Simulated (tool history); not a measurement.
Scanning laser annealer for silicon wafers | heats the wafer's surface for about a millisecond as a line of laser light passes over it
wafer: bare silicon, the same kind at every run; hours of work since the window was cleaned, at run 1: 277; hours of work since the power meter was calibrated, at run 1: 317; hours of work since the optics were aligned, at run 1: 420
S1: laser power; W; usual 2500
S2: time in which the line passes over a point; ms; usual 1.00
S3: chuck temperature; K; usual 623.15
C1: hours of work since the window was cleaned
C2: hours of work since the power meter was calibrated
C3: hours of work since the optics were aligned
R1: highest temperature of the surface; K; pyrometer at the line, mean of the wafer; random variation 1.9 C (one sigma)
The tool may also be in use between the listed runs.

{"run": 1, "hour": 0.0, "S1": 2500, "S2": 1.0, "S3": 623.15, "C1": 277, "C2": 317, "C3": 420, "R1": 1389.15}
{"run": 2, "hour": 23.6, "S1": 2562, "S2": 1.0, "S3": 623.15, "C1": 290, "C2": 330, "C3": 433, "R1": 1405.15}
{"run": 3, "hour": 41.6, "S1": 2500, "S2": 0.76, "S3": 623.15, "C1": 299, "C2": 339, "C3": 442, "R1": 1301.15}
{"run": 4, "hour": 60.8, "S1": 2500, "S2": 0.76, "S3": 623.15, "C1": 309, "C2": 350, "C3": 453, "R1": 1300.15}
{"run": 5, "hour": 76.4, "S1": 2500, "S2": 0.76, "S3": 623.15, "C1": 318, "C2": 358, "C3": 461, "R1": 1302.15}
{"run": 6, "hour": 99.5, "S1": 2500, "S2": 1.02, "S3": 623.15, "C1": 330, "C2": 370, "C3": 473, "R1": 1393.15}
{"run": 7, "hour": 118.6, "S1": 2500, "S2": 1.02, "S3": 623.15, "C1": 340, "C2": 380, "C3": 483, "R1": 1394.15}
{"run": 8, "hour": 135.4, "S1": 2500, "S2": 1.02, "S3": 623.15, "C1": 349, "C2": 389, "C3": 492, "R1": 1392.15}
{"run": 9, "hour": 156.9, "S1": 2500, "S2": 1.0, "S3": 625.15, "C1": 360, "C2": 400, "C3": 503, "R1": 1382.15}
{"run": 10, "hour": 168.5, "S1": 2500, "S2": 1.0, "S3": 625.15, "C1": 366, "C2": 407, "C3": 510, "R1": 1385.15}
{"run": 11, "hour": 180.9, "S1": 2500, "S2": 1.0, "S3": 625.15, "C1": 373, "C2": 413, "C3": 516, "R1": 1382.15}
{"run": 12, "hour": 199.6, "S1": 2468, "S2": 1.0, "S3": 623.15, "C1": 383, "C2": 423, "C3": 526, "R1": 1372.15}
{"run": 13, "hour": 223.3, "S1": 2500, "S2": 1.0, "S3": 623.15, "C1": 396, "C2": 436, "C3": 539, "R1": 1383.15}
{"run": 14, "hour": 246.1, "S1": 2500, "S2": 1.0, "S3": 623.15, "C1": 408, "C2": 448, "C3": 551, "R1": 1382.15}
{"run": 15, "hour": 260.2, "S1": 2500, "S2": 1.0, "S3": 623.15, "C1": 415, "C2": 455, "C3": 558, "R1": 1379.15}
{"run": 16, "hour": 281.7, "S1": 2500, "S2": 1.0, "S3": 623.15, "C1": 426, "C2": 467, "C3": 570, "R1": 1375.15}
{"run": 17, "hour": 298.3, "S1": 2500, "S2": 1.0, "S3": 623.15, "C1": 435, "C2": 475, "C3": 578, "R1": 1378.15}
{"run": 18, "hour": 311.5, "S1": 2500, "S2": 1.0, "S3": 623.15, "C1": 442, "C2": 482, "C3": 585, "R1": 1379.15}
{"run": 19, "hour": 323.5, "S1": 2557, "S2": 1.0, "S3": 623.15, "C1": 449, "C2": 489, "C3": 592, "R1": 1391.15}
{"run": 20, "hour": 336.5, "S1": 2557, "S2": 1.0, "S3": 623.15, "C1": 455, "C2": 496, "C3": 599, "R1": 1396.15}
{"run": 21, "hour": 358.8, "S1": 2364, "S2": 1.0, "S3": 613.15, "C1": 467, "C2": 507, "C3": 610, "R1": 1331.15}
{"run": 22, "hour": 370.4, "S1": 2364, "S2": 1.0, "S3": 613.15, "C1": 473, "C2": 514, "C3": 617, "R1": 1327.15}
{"run": 23, "hour": 388.1, "S1": 2364, "S2": 1.0, "S3": 613.15, "C1": 483, "C2": 523, "C3": 626, "R1": 1327.15}
{"run": 24, "hour": 411.4, "S1": 2500, "S2": 0.8, "S3": 623.15, "C1": 495, "C2": 535, "C3": 638, "R1": 1303.15}
{"hour": 416.4, "done": "laser's power meter calibrated"}
{"hour": 429.2, "done": "window over the wafer cleaned"}
{"run": 25, "hour": 429.2, "S1": 2500, "S2": 0.8, "S3": 623.15, "C1": 0, "C2": 6, "C3": 645, "R1": 1324.15}
{"run": 26, "hour": 447.3, "S1": 2500, "S2": 0.82, "S3": 613.15, "C1": 10, "C2": 15, "C3": 655, "R1": 1320.15}
{"run": 27, "hour": 462.6, "S1": 2571, "S2": 1.0, "S3": 603.15, "C1": 18, "C2": 23, "C3": 663, "R1": 1394.15}
{"run": 28, "hour": 486.2, "S1": 2635, "S2": 1.08, "S3": 618.15, "C1": 30, "C2": 36, "C3": 675, "R1": 1456.15}
{"run": 29, "hour": 496.8, "S1": 2411, "S2": 1.06, "S3": 663.15, "C1": 36, "C2": 42, "C3": 681, "R1": 1427.15}
{"run": 30, "hour": 510.1, "S1": 2500, "S2": 0.89, "S3": 623.15, "C1": 43, "C2": 49, "C3": 688, "R1": 1357.15}
{"run": 31, "hour": 524.7, "S1": 2677, "S2": 0.95, "S3": 623.15, "C1": 51, "C2": 56, "C3": 696, "R1": 1425.15}
{"run": 32, "hour": 548.2, "S1": 2395, "S2": 1.05, "S3": 602.15, "C1": 63, "C2": 69, "C3": 708, "R1": 1362.15}
{"hour": 564.5, "done": "laser's power meter calibrated, once more"}
{"run": 33, "hour": 568.1, "S1": 2396, "S2": 1.11, "S3": 611.15, "C1": 72, "C2": 2, "C3": 717, "R1": 1385.15}
{"run": 34, "hour": 582.8, "S1": 2218, "S2": 1.0, "S3": 631.15, "C1": 80, "C2": 10, "C3": 725, "R1": 1320.15}
{"run": 35, "hour": 596.9, "S1": 2218, "S2": 1.0, "S3": 631.15, "C1": 87, "C2": 17, "C3": 732, "R1": 1319.15}
{"run": 36, "hour": 611.3, "S1": 2500, "S2": 1.0, "S3": 611.15, "C1": 95, "C2": 25, "C3": 740, "R1": 1378.15}
{"run": 37, "hour": 623.2, "S1": 2504, "S2": 1.19, "S3": 663.15, "C1": 101, "C2": 31, "C3": 746, "R1": 1490.15}
{"run": 38, "hour": 635.7, "S1": 2500, "S2": 1.0, "S3": 607.15, "C1": 108, "C2": 38, "C3": 753, "R1": 1373.15}
{"run": 39, "hour": 647.2, "S1": 2500, "S2": 1.0, "S3": 607.15, "C1": 114, "C2": 44, "C3": 759, "R1": 1370.15}
{"run": 40, "hour": 668.1, "S1": 2176, "S2": 1.0, "S3": 656.15, "C1": 125, "C2": 55, "C3": 770, "R1": 1330.15}

Hidden state or all else? Some run-to-run changes of R1, split into what the settings, what came in and random variation would give without the hidden state, and what is left for the hidden state (with any gauge scatter that isn't in both results):
The hidden state here: light that passes the window, % of a clean one's; laser's true power over the reading, %; width of the line over the set one, %; drift of the gauge itself on peak_c, C.
Run 2 -> 3: S1 2562 -> 2500, S2 1.00 -> 0.76. R1 -104.00 K: hidden state +3.00, all else -107.00.
Run 5 -> 6: S2 0.76 -> 1.02. R1 +91.00 K: hidden state -3.00, all else +94.00.
Run 24 -> 25: laser's power meter calibrated, window over the wafer cleaned. R1 +21.00 K: hidden state +19.00, all else +2.00.
Run 36 -> 37: S1 2500 -> 2504, S2 1.00 -> 1.19, S3 611.15 -> 663.15. R1 +112.00 K: hidden state -1.00, all else +113.00.
Run 37 -> 38: S1 2504 -> 2500, S2 1.19 -> 1.00, S3 663.15 -> 607.15. R1 -117.00 K: hidden state +1.00, all else -118.00.

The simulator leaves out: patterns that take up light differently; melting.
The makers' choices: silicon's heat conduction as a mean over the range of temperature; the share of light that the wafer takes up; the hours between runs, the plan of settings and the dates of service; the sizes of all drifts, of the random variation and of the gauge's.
